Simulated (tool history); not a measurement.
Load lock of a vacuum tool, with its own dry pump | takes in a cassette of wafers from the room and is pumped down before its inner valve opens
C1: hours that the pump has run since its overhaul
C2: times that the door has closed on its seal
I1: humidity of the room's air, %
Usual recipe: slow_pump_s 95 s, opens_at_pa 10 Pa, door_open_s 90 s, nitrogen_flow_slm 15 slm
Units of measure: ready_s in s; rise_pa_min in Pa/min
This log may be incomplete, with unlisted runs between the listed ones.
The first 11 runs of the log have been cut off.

Run 12, hour 4150.5: usual settings but nitrogen_flow_slm 4 slm; C1 14717; C2 39879; I1 42.9. Result: ready_s 141.8 s, rise_pa_min 0.045 Pa/min.
Run 13, hour 4466.6: usual settings but nitrogen_flow_slm 4 slm; C1 15033; C2 40523; I1 45.3. Result: ready_s 141.3 s, rise_pa_min 0.045 Pa/min.
Run 14, hour 4875.8: usual settings; C1 15442; C2 41356; I1 46.4. Result: ready_s 141.8 s, rise_pa_min 0.033 Pa/min.
Run 15, hour 5114.4: usual settings; C1 15681; C2 41842; I1 43.3. Result: ready_s 141.3 s, rise_pa_min 0.023 Pa/min.
Run 16, hour 5569.6: usual settings; C1 16136; C2 42769; I1 48.0. Result: ready_s 142.3 s, rise_pa_min 0.034 Pa/min.
Run 17, hour 6047.7: usual settings; C1 16614; C2 43743; I1 44.1. Result: ready_s 142.3 s, rise_pa_min 0.035 Pa/min.
Run 18, hour 6423.5: usual settings; C1 16990; C2 44508; I1 47.6. Result: ready_s 143.1 s, rise_pa_min 0.040 Pa/min.
Run 19, hour 6740.8: usual settings; C1 17307; C2 45155; I1 43.0. Result: ready_s 143.1 s, rise_pa_min 0.033 Pa/min.
Run 20, hour 6958.7: usual settings; C1 17525; C2 45598; I1 41.7. Result: ready_s 139.4 s, rise_pa_min 0.032 Pa/min.
At hour 7398.3: door's seal changed, seat wiped.
Run 21, hour 7400.4: usual settings; C1 17965; C2 4; I1 45.0. Result: ready_s 142.1 s, rise_pa_min 0.024 Pa/min.
Run 22, hour 7811.3: usual settings but opens_at_pa 18 Pa, door_open_s 171 s, nitrogen_flow_slm 31 slm; C1 18376; C2 841; I1 46.5. Result: ready_s 136.6 s, rise_pa_min 0.028 Pa/min.
Run 23, hour 8272.9: usual settings but slow_pump_s 86 s, opens_at_pa 9 Pa, door_open_s 171 s, nitrogen_flow_slm 31 slm; C1 18838; C2 1781; I1 42.3. Result: ready_s 132.9 s, rise_pa_min 0.025 Pa/min.
Run 24, hour 8522.8: usual settings but nitrogen_flow_slm 36 slm; C1 19088; C2 2290; I1 49.8. Result: ready_s 141.9 s, rise_pa_min 0.016 Pa/min.
Run 25, hour 8826.2: usual settings but slow_pump_s 56 s, opens_at_pa 16 Pa, door_open_s 37 s, nitrogen_flow_slm 31 slm; C1 19391; C2 2908; I1 45.7. Result: ready_s 102.1 s, rise_pa_min 0.017 Pa/min.
Run 26, hour 9095.9: usual settings but door_open_s 103 s; C1 19661; C2 3457; I1 46.7. Result: ready_s 142.8 s, rise_pa_min 0.027 Pa/min.
Run 27, hour 9494.9: usual settings but slow_pump_s 102 s; C1 20060; C2 4270; I1 42.1. Result: ready_s 147.2 s, rise_pa_min 0.033 Pa/min.
Run 28, hour 9800.1: usual settings but slow_pump_s 50 s, door_open_s 178 s, nitrogen_flow_slm 8 slm; C1 20365; C2 4892; I1 47.7. Result: ready_s 99.9 s, rise_pa_min 0.060 Pa/min.
Run 29, hour 10129.6: usual settings but slow_pump_s 133 s, nitrogen_flow_slm 7 slm; C1 20694; C2 5563; I1 42.3. Result: ready_s 175.3 s, rise_pa_min 0.041 Pa/min.
Run 30, hour 10581.0: usual settings but slow_pump_s 94 s, opens_at_pa 9 Pa, door_open_s 84 s; C1 21146; C2 6482; I1 43.3. Result: ready_s 140.7 s, rise_pa_min 0.023 Pa/min.
Run 31, hour 10813.5: usual settings but opens_at_pa 8 Pa, door_open_s 58 s, nitrogen_flow_slm 11 slm; C1 21378; C2 6956; I1 42.2. Result: ready_s 142.2 s, rise_pa_min 0.031 Pa/min.
At hour 10891.3: dry pump taken out, an overhauled one fitted.
Run 32, hour 11293.0: usual settings but slow_pump_s 91 s, opens_at_pa 8 Pa, door_open_s 177 s, nitrogen_flow_slm 10 slm; C1 402; C2 7920; I1 46.4. Result: ready_s 138.2 s, rise_pa_min 0.044 Pa/min.
Run 33, hour 11631.3: usual settings but slow_pump_s 91 s, opens_at_pa 8 Pa, door_open_s 177 s, nitrogen_flow_slm 10 slm; C1 740; C2 8609; I1 47.4. Result: ready_s 139.7 s, rise_pa_min 0.046 Pa/min.
Run 34, hour 11884.9: usual settings but slow_pump_s 187 s, opens_at_pa 12 Pa, door_open_s 105 s, nitrogen_flow_slm 5 slm; C1 994; C2 9126; I1 47.3. Result: ready_s 223.6 s, rise_pa_min 0.047 Pa/min.

Consider 4 possible next runs. They are alternatives, not a sequence: every one starts from the tool as it was left by run 34. What does each give?
Run A, hour 12361.9: usual settings but opens_at_pa 11 Pa; C1 1471; C2 10098; I1 44.5. Result: ready_s ?, rise_pa_min ?.
Run B, hour 12361.9: usual settings but slow_pump_s 159 s, opens_at_pa 9 Pa, door_open_s 71 s, nitrogen_flow_slm 5 slm; C1 1471; C2 10098; I1 42.0. Result: ready_s ?, rise_pa_min ?.
Run C, hour 12361.9: usual settings but door_open_s 109 s; C1 1471; C2 10098; I1 47.8. Result: ready_s ?, rise_pa_min ?.
Run D, hour 12361.9: usual settings but slow_pump_s 72 s, door_open_s 105 s, nitrogen_flow_slm 5 slm; C1 1471; C2 10098; I1 43.8. Result: ready_s ?, rise_pa_min ?.

run  ready_s  rise_pa_min
  A    140.8        0.028
  B    199.3        0.041
  C    141.2        0.031
  D    120.7        0.046
Without the tool's hidden state the same runs would have given:
run  ready_s  rise_pa_min
  A    140.8        0.028
  B    199.3        0.041
  C    141.2        0.031
  D    120.6        0.046

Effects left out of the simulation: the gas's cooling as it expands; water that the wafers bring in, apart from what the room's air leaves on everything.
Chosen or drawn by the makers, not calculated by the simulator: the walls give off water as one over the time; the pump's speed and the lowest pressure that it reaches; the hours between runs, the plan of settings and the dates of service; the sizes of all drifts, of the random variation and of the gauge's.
